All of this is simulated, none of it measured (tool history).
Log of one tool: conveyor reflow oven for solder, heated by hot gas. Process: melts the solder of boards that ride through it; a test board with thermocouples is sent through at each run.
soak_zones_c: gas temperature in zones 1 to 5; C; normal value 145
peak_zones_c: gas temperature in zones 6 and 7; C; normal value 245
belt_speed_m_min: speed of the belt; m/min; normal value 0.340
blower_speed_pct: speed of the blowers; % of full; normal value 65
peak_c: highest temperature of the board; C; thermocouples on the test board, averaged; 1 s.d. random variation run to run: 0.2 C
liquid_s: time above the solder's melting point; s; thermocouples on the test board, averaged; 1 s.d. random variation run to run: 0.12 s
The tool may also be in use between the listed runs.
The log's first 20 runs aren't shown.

| run | hour | soak_zones_c | peak_zones_c | belt_speed_m_min | blower_speed_pct | hours of work since the flux was cleaned out | hours of work since the belt drive was overhauled | hours of work since the thermocouples were changed | peak_c | liquid_s |
|---|---|---|---|---|---|---|---|---|---|---|
| 21 | 147.0 | 151 | 234 | 0.340 | 65 | 121 | 256 | 404 | 218.9 | 88.7 |
| 22 | 152.3 | 151 | 250 | 0.349 | 65 | 123 | 259 | 407 | 232.2 | 96.9 |
| 23 | 160.7 | 145 | 245 | 0.366 | 74 | 128 | 264 | 412 | 227.1 | 86.2 |
| 24 | 167.8 | 145 | 259 | 0.347 | 65 | 132 | 267 | 416 | 239.0 | 99.6 |
| 25 | 174.9 | 145 | 259 | 0.372 | 65 | 136 | 271 | 419 | 236.4 | 91.4 |
| 26 | 182.1 | 145 | 259 | 0.372 | 65 | 139 | 275 | 423 | 236.3 | 91.0 |
| 27 | 187.6 | 142 | 245 | 0.340 | 52 | 142 | 278 | 426 | 222.6 | 86.8 |
| 28 | 193.3 | 142 | 257 | 0.340 | 60 | 146 | 281 | 429 | 236.4 | 98.2 |
| 29 | 200.7 | 138 | 245 | 0.389 | 65 | 150 | 285 | 433 | 221.0 | 72.1 |
| 30 | 205.2 | 138 | 245 | 0.389 | 65 | 152 | 288 | 436 | 221.0 | 72.2 |

Alternative continuations, all from the tool just after run 30; predict every row:
| A | 213.2 | 138 | 245 | 0.389 | 51 | 156 | 292 | 440 | ? | ? |
| B | 213.2 | 145 | 245 | 0.339 | 68 | 156 | 292 | 440 | ? | ? |
| C | 213.2 | 145 | 245 | 0.340 | 55 | 156 | 292 | 440 | ? | ? |
| D | 213.2 | 145 | 245 | 0.340 | 58 | 156 | 292 | 440 | ? | ? |
| E | 213.2 | 145 | 249 | 0.340 | 62 | 156 | 292 | 440 | ? | ? |

| run | peak_c | liquid_s |
|---|---|---|
| A | 215.8 | 66.0 |
| B | 228.3 | 93.8 |
| C | 224.6 | 90.0 |
| D | 225.5 | 90.8 |
| E | 229.8 | 94.9 |
Take away the tool's hidden state, keep each run's random variation, and the runs would have read:
| run | peak_c | liquid_s |
|---|---|---|
| A | 216.8 | 66.8 |
| B | 229.3 | 94.2 |
| C | 225.5 | 90.4 |
| D | 226.4 | 91.2 |
| E | 230.9 | 95.2 |

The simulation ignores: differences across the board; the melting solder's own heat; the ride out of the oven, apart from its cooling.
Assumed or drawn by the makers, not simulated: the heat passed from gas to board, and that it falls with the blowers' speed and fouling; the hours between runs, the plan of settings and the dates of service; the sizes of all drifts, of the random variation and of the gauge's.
